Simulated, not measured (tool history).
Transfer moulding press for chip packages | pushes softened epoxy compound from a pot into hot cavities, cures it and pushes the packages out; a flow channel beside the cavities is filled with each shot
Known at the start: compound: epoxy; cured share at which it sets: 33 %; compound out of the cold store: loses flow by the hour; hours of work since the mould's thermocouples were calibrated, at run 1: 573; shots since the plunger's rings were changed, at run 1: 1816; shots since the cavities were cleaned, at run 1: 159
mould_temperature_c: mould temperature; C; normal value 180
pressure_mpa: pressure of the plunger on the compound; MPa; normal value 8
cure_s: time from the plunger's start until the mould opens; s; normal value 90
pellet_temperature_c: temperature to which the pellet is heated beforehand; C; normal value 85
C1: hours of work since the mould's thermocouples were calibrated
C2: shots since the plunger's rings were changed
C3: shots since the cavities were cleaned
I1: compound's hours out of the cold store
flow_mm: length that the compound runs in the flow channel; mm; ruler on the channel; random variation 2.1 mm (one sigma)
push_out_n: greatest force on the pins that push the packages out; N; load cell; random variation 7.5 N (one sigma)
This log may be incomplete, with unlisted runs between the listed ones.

Run 1, day 0: usual settings; C1 573; C2 1816; C3 159; I1 9.4. Result: flow_mm 971 mm, push_out_n 431 N.
Run 2, day 0.4: usual settings but cure_s 95 s; C1 580; C2 1964; C3 307; I1 16.2. Result: flow_mm 947 mm, push_out_n 394 N.
Run 3, day 0.75: usual settings but cure_s 95 s; C1 587; C2 2093; C3 436; I1 34.3. Result: flow_mm 895 mm, push_out_n 386 N.
At day 0.967: cavities cleaned with cleaning compound and waxed.
Run 4, day 1.454: usual settings but pressure_mpa 6.42 MPa; C1 599; C2 2330; C3 179; I1 47.6. Result: flow_mm 769 mm, push_out_n 401 N.
At day 2.383: plunger's sealing rings changed.
At day 2.446: cavities cleaned with cleaning compound and waxed.
Run 5, day 2.446: usual settings; C1 614; C2 0; C3 0; I1 33.4. Result: flow_mm 901 mm, push_out_n 409 N.
At day 2.642: mould's thermocouples calibrated.
Run 6, day 3.196: usual settings; C1 10; C2 247; C3 247; I1 10.8. Result: flow_mm 967 mm, push_out_n 408 N.
Run 7, day 3.638: usual settings but mould_temperature_c 177 C; C1 19; C2 411; C3 411; I1 20.5. Result: flow_mm 951 mm, push_out_n 495 N.
At day 3.933: cavities cleaned with cleaning compound and waxed.
Run 8, day 4.404: usual settings but mould_temperature_c 177 C; C1 32; C2 670; C3 174; I1 46.1. Result: flow_mm 880 mm, push_out_n 477 N.
Run 9, day 5.092: usual settings but cure_s 104 s; C1 45; C2 925; C3 429; I1 31.2. Result: flow_mm 909 mm, push_out_n 374 N.
At day 5.283: cavities cleaned with cleaning compound and waxed.
Run 10, day 6: usual settings but cure_s 104 s; C1 61; C2 1237; C3 265; I1 9.1. Result: flow_mm 969 mm, push_out_n 358 N.
At day 6.654: cavities cleaned with cleaning compound and waxed.
Run 11, day 6.892: usual settings but cure_s 104 s; C1 76; C2 1543; C3 87; I1 26.9. Result: flow_mm 921 mm, push_out_n 351 N.
Run 12, day 7.725: usual settings but pellet_temperature_c 84 C; C1 92; C2 1851; C3 395; I1 34.1. Result: flow_mm 896 mm, push_out_n 414 N.
At day 8.021: cavities cleaned with cleaning compound and waxed.
Run 13, day 8.2: usual settings but mould_temperature_c 173 C, pressure_mpa 8.72 MPa, cure_s 73 s, pellet_temperature_c 95 C; C1 100; C2 2004; C3 66; I1 9.2. Result: flow_mm 1047 mm, push_out_n 1055 N.
Run 14, day 8.642: usual settings but mould_temperature_c 179 C, pressure_mpa 7.38 MPa; C1 108; C2 2166; C3 228; I1 43.3. Result: flow_mm 843 mm, push_out_n 432 N.
At day 9.388: cavities cleaned with cleaning compound and waxed.
Run 15, day 9.388: usual settings but mould_temperature_c 179 C, pressure_mpa 7.38 MPa; C1 121; C2 2419; C3 0; I1 40.3. Result: flow_mm 853 mm, push_out_n 425 N.
At day 10.071: plunger's sealing rings changed.
Run 16, day 10.121: usual settings but pressure_mpa 6.84 MPa; C1 133; C2 18; C3 232; I1 32.6. Result: flow_mm 835 mm, push_out_n 418 N.
At day 10.85: cavities cleaned with cleaning compound and waxed.
Run 17, day 10.85: usual settings but mould_temperature_c 185 C, pressure_mpa 9.14 MPa, cure_s 121 s; C1 146; C2 265; C3 0; I1 19.9. Result: flow_mm 980 mm, push_out_n 340 N.
Run 18, day 11.396: usual settings but pellet_temperature_c 90 C; C1 156; C2 467; C3 202; I1 37.2. Result: flow_mm 892 mm, push_out_n 411 N.
Run 19, day 12.1: usual settings but pellet_temperature_c 90 C; C1 169; C2 728; C3 463; I1 33.7. Result: flow_mm 896 mm, push_out_n 413 N.

Forecast run 20:
At day 12.221: cavities cleaned with cleaning compound and waxed.
Run 20, day 12.954: usual settings but mould_temperature_c 187 C, pressure_mpa 6.76 MPa, pellet_temperature_c 87 C; C1 184; C2 1020; C3 271; I1 37.5. Result: flow_mm ?, push_out_n ?.

{"run 20": {"flow_mm": 788, "push_out_n": 338}}
If the tool had no hidden condition, the same run with the same run-to-run variation would have returned flow_mm 788 mm, push_out_n 335 N.
